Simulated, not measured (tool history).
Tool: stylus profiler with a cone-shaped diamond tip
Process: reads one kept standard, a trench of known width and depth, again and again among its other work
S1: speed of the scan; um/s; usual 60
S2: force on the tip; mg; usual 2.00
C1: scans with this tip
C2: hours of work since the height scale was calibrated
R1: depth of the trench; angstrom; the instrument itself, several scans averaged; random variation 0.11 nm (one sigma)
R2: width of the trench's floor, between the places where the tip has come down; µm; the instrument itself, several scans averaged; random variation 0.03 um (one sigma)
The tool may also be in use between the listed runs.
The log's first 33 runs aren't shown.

run,hour,S1,S2,C1,C2,R1,R2
34,972.0,216,2.00,16598,67,2013.4,15.59
# hour 1004.4: height scale calibrated on a step standard, once more
35,1006.9,59,2.00,16916,2,2027.9,16.01
36,1033.9,48,0.72,17164,20,2012.9,15.94
37,1070.1,48,3.45,17499,45,2039.8,16.03
38,1109.5,20,3.45,17863,72,2039.9,16.07
39,1143.1,63,2.60,18173,96,2033.5,15.95
40,1170.5,63,2.60,18425,114,2030.7,15.93
41,1200.8,63,2.60,18706,135,2030.9,15.97
42,1220.4,75,4.81,18887,149,2049.1,15.93
43,1249.8,75,4.81,19158,169,2047.9,15.98
44,1288.0,237,2.00,19511,195,2026.7,15.40
45,1322.6,237,2.00,19830,219,2026.2,15.40

5 ways to go on from here, each from the tool as it stands after run 45. What would each give?
A,1342.7,157,2.00,20016,233,?,?
B,1342.7,88,5.91,20016,233,?,?
C,1342.7,19,2.66,20016,233,?,?
D,1342.7,19,2.67,20016,233,?,?
E,1342.7,38,3.19,20016,233,?,?

run,R1,R2
A,2023.9,15.62
B,2055.6,15.86
C,2029.3,16.02
D,2030.5,16.03
E,2035.6,15.93
Without the tool's hidden state the same runs would have given:
run,R1,R2
A,2025.9,16.77
B,2057.7,17.01
C,2031.4,17.17
D,2032.5,17.19
E,2037.7,17.08
